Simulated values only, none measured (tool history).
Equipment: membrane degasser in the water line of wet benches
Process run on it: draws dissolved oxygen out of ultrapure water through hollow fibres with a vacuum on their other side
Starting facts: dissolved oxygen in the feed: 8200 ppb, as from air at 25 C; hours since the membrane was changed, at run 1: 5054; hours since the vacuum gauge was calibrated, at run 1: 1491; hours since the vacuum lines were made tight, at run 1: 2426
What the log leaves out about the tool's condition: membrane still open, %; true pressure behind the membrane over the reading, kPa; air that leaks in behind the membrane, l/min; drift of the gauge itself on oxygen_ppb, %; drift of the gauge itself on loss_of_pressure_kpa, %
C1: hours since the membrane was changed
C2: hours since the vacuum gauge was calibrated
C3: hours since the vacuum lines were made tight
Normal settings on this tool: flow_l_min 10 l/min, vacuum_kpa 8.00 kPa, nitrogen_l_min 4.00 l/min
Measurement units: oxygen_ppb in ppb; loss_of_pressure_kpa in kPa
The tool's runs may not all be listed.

{"run": 1, "hour": 0.0, "flow_l_min": 10, "vacuum_kpa": 8.0, "nitrogen_l_min": 4.0, "C1": 5054, "C2": 1491, "C3": 2426, "oxygen_ppb": 60.5, "loss_of_pressure_kpa": 45.95}
{"run": 2, "hour": 133.8, "flow_l_min": 10, "vacuum_kpa": 8.0, "nitrogen_l_min": 9.48, "C1": 5188, "C2": 1625, "C3": 2560, "oxygen_ppb": 43.2, "loss_of_pressure_kpa": 46.39}
{"run": 3, "hour": 314.3, "flow_l_min": 10, "vacuum_kpa": 8.0, "nitrogen_l_min": 9.48, "C1": 5369, "C2": 1806, "C3": 2741, "oxygen_ppb": 44.8, "loss_of_pressure_kpa": 46.17}
{"run": 4, "hour": 467.6, "flow_l_min": 10, "vacuum_kpa": 8.0, "nitrogen_l_min": 9.48, "C1": 5522, "C2": 1959, "C3": 2894, "oxygen_ppb": 44.8, "loss_of_pressure_kpa": 46.42}
{"run": 5, "hour": 579.7, "flow_l_min": 10, "vacuum_kpa": 8.0, "nitrogen_l_min": 9.48, "C1": 5634, "C2": 2071, "C3": 3006, "oxygen_ppb": 44.2, "loss_of_pressure_kpa": 46.51}
{"run": 6, "hour": 709.3, "flow_l_min": 10, "vacuum_kpa": 8.0, "nitrogen_l_min": 9.48, "C1": 5764, "C2": 2201, "C3": 3136, "oxygen_ppb": 44.5, "loss_of_pressure_kpa": 46.56}
{"run": 7, "hour": 883.2, "flow_l_min": 10, "vacuum_kpa": 8.0, "nitrogen_l_min": 9.48, "C1": 5937, "C2": 2374, "C3": 3309, "oxygen_ppb": 44.1, "loss_of_pressure_kpa": 46.74}
{"run": 8, "hour": 1012.6, "flow_l_min": 10, "vacuum_kpa": 8.0, "nitrogen_l_min": 9.48, "C1": 6067, "C2": 2504, "C3": 3439, "oxygen_ppb": 44.4, "loss_of_pressure_kpa": 46.3}
{"run": 9, "hour": 1106.5, "flow_l_min": 10, "vacuum_kpa": 8.0, "nitrogen_l_min": 4.0, "C1": 6161, "C2": 2598, "C3": 3533, "oxygen_ppb": 62.7, "loss_of_pressure_kpa": 46.34}
{"run": 10, "hour": 1209.4, "flow_l_min": 10, "vacuum_kpa": 8.0, "nitrogen_l_min": 4.0, "C1": 6264, "C2": 2701, "C3": 3636, "oxygen_ppb": 63.7, "loss_of_pressure_kpa": 46.55}
{"run": 11, "hour": 1303.1, "flow_l_min": 10, "vacuum_kpa": 8.0, "nitrogen_l_min": 4.0, "C1": 6357, "C2": 2794, "C3": 3729, "oxygen_ppb": 62.6, "loss_of_pressure_kpa": 46.57}
{"run": 12, "hour": 1433.1, "flow_l_min": 10, "vacuum_kpa": 8.0, "nitrogen_l_min": 4.0, "C1": 6487, "C2": 2924, "C3": 3859, "oxygen_ppb": 63.4, "loss_of_pressure_kpa": 46.37}
{"run": 13, "hour": 1587.9, "flow_l_min": 10, "vacuum_kpa": 8.0, "nitrogen_l_min": 4.0, "C1": 6642, "C2": 3079, "C3": 4014, "oxygen_ppb": 64.3, "loss_of_pressure_kpa": 46.75}
{"run": 14, "hour": 1764.4, "flow_l_min": 10, "vacuum_kpa": 8.0, "nitrogen_l_min": 5.94, "C1": 6819, "C2": 3256, "C3": 4191, "oxygen_ppb": 53.5, "loss_of_pressure_kpa": 46.68}
{"run": 15, "hour": 1965.2, "flow_l_min": 10, "vacuum_kpa": 8.0, "nitrogen_l_min": 5.94, "C1": 7019, "C2": 3456, "C3": 4391, "oxygen_ppb": 53.0, "loss_of_pressure_kpa": 46.7}
{"run": 16, "hour": 2063.5, "flow_l_min": 10, "vacuum_kpa": 8.0, "nitrogen_l_min": 5.94, "C1": 7118, "C2": 3555, "C3": 4490, "oxygen_ppb": 53.5, "loss_of_pressure_kpa": 46.66}
{"run": 17, "hour": 2199.3, "flow_l_min": 9, "vacuum_kpa": 5.61, "nitrogen_l_min": 4.23, "C1": 7254, "C2": 3691, "C3": 4626, "oxygen_ppb": 32.7, "loss_of_pressure_kpa": 42.17}

What does the tool deliver on the next run?
{"run": 18, "hour": 2359.9, "flow_l_min": 14, "vacuum_kpa": 5.13, "nitrogen_l_min": 2.73, "C1": 7414, "C2": 3851, "C3": 4786, "oxygen_ppb": "?", "loss_of_pressure_kpa": "?"}

Run 18 gave oxygen_ppb 156.2 ppb, loss_of_pressure_kpa 65.58 kPa.
Take away the tool's hidden state, keep the run-to-run variation as it was, and the same run would have given oxygen_ppb 137.1 ppb, loss_of_pressure_kpa 63.37 kPa.
